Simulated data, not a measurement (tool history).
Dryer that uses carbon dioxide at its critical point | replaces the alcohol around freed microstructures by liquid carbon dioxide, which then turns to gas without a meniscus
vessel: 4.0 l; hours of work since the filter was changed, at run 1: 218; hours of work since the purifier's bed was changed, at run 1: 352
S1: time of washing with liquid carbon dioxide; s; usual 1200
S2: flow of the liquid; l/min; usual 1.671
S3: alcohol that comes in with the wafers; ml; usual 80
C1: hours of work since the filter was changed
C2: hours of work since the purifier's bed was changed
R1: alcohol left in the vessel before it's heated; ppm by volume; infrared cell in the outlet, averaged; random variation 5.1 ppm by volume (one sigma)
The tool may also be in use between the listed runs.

| run | hour | S1 | S2 | S3 | C1 | C2 | R1 |
|---|---|---|---|---|---|---|---|
| 1 | 0.0 | 1200 | 1.671 | 80 | 218 | 352 | 132 |
| 2 | 22.1 | 1200 | 1.671 | 80 | 229 | 362 | 131 |
| 3 | 54.5 | 1200 | 1.580 | 80 | 244 | 377 | 169 |
| 4 | 76.1 | 1200 | 1.580 | 80 | 254 | 387 | 176 |
| 5 | 100.2 | 1200 | 1.671 | 80 | 265 | 398 | 155 |
| 6 | 129.0 | 1200 | 1.671 | 80 | 279 | 412 | 159 |
| 7 | 158.5 | 1200 | 1.671 | 80 | 292 | 426 | 162 |
| 8 | 185.1 | 1200 | 1.671 | 80 | 305 | 438 | 164 |
| 9 | 205.1 | 1200 | 1.671 | 80 | 314 | 447 | 166 |
| 10 | 219.0 | 1200 | 1.671 | 36 | 321 | 454 | 103 |
| 11 | 243.8 | 1740 | 1.671 | 80 | 332 | 466 | 74 |
| 12 | 269.4 | 1200 | 1.671 | 80 | 344 | 477 | 175 |
| 13 | 287.2 | 1200 | 1.671 | 80 | 352 | 486 | 188 |
| 14 | 311.2 | 1200 | 1.671 | 78 | 364 | 497 | 183 |
| 15 | 331.6 | 1200 | 1.671 | 78 | 373 | 507 | 187 |
| 16 | 358.6 | 1200 | 1.671 | 78 | 386 | 519 | 185 |
|  | 362.5 | inlet filter changed |
| 17 | 388.6 | 1200 | 1.671 | 78 | 12 | 533 | 120 |
| 18 | 405.4 | 840 | 1.671 | 80 | 20 | 541 | 384 |
| 19 | 424.7 | 1200 | 1.780 | 80 | 29 | 550 | 113 |
| 20 | 457.1 | 1320 | 1.671 | 80 | 44 | 565 | 103 |
| 21 | 474.2 | 1320 | 1.671 | 80 | 52 | 573 | 117 |
| 22 | 497.6 | 1020 | 1.671 | 80 | 63 | 584 | 215 |
| 23 | 516.8 | 1200 | 1.671 | 80 | 72 | 593 | 139 |
| 24 | 542.7 | 1200 | 1.671 | 80 | 84 | 605 | 131 |
| 25 | 574.1 | 1080 | 1.970 | 69 | 99 | 619 | 128 |
| 26 | 605.7 | 780 | 1.900 | 24 | 114 | 634 | 162 |
| 27 | 627.4 | 780 | 1.900 | 24 | 124 | 644 | 177 |
| 28 | 657.2 | 1200 | 2.240 | 80 | 138 | 658 | 106 |

Run 29 comes next. What will it give?
| 29 | 688.9 | 1200 | 1.530 | 118 | 152 | 673 | ? |

Run 29 gave R1 266 ppm by volume.
Without the tool's hidden state the same run would have given R1 122 ppm by volume.

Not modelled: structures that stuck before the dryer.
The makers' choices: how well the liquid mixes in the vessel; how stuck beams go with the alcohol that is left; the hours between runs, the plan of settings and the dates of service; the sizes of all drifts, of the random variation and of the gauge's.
